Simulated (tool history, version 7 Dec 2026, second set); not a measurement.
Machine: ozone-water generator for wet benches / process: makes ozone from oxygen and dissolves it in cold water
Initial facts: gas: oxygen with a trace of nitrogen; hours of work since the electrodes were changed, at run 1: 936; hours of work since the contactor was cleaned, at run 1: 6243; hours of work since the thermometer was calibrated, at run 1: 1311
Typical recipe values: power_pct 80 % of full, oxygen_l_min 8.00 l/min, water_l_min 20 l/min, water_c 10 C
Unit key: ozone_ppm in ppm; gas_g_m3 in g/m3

run	day	power_pct	oxygen_l_min	water_l_min	water_c	hours of work since the electrodes were changed	hours of work since the contactor was cleaned	hours of work since the thermometer was calibrated	ozone_ppm	gas_g_m3
1	0.000	80	8.00	20	10	936	6243	1311	20.4	167.1
2	1.521	80	8.00	20	10	960	6267	1335	20.2	167.6
3	3.254	80	8.00	20	10	987	6294	1362	20.8	166.6
4	5.667	80	8.00	20	10	1025	6332	1400	20.5	165.2
5	7.017	80	4.84	20	10	1046	6353	1421	19.8	215.7
6	8.500	80	4.84	20	10	1070	6376	1444	19.8	215.5
7	9.975	80	6.11	20	10	1093	6400	1467	20.1	191.2
8	12.008	80	6.11	26	8	1125	6431	1499	16.5	190.3
9	14.496	80	7.34	20	17	1164	6470	1538	18.1	173.3
10	15.704	78	7.34	20	17	1183	6489	1557	17.9	170.6
11	18.092	78	7.34	21	14	1220	6527	1594	17.9	170.7
12	20.575	80	13.22	20	10	1259	6566	1633	19.6	130.4
13	22.429	40	7.52	20	9	1288	6595	1662	13.5	113.5
14	24.858	41	8.00	20	17	1326	6633	1701	11.9	110.4

What if the next run were any one of these 4? Each begins from the tool's condition after run 14:
A	26.708	80	8.00	20	15	1355	6662	1730	?	?
B	26.708	80	8.00	24	10	1355	6662	1730	?	?
C	26.708	61	8.00	15	17	1355	6662	1730	?	?
D	26.708	58	5.44	20	10	1355	6662	1730	?	?

run	ozone_ppm	gas_g_m3
A	18.9	165.7
B	17.5	165.5
C	18.9	140.2
D	16.4	167.1
What these runs would have given with no unlogged condition in the tool:
run	ozone_ppm	gas_g_m3
A	20.1	168.5
B	18.7	168.3
C	20.0	142.1
D	17.4	169.4
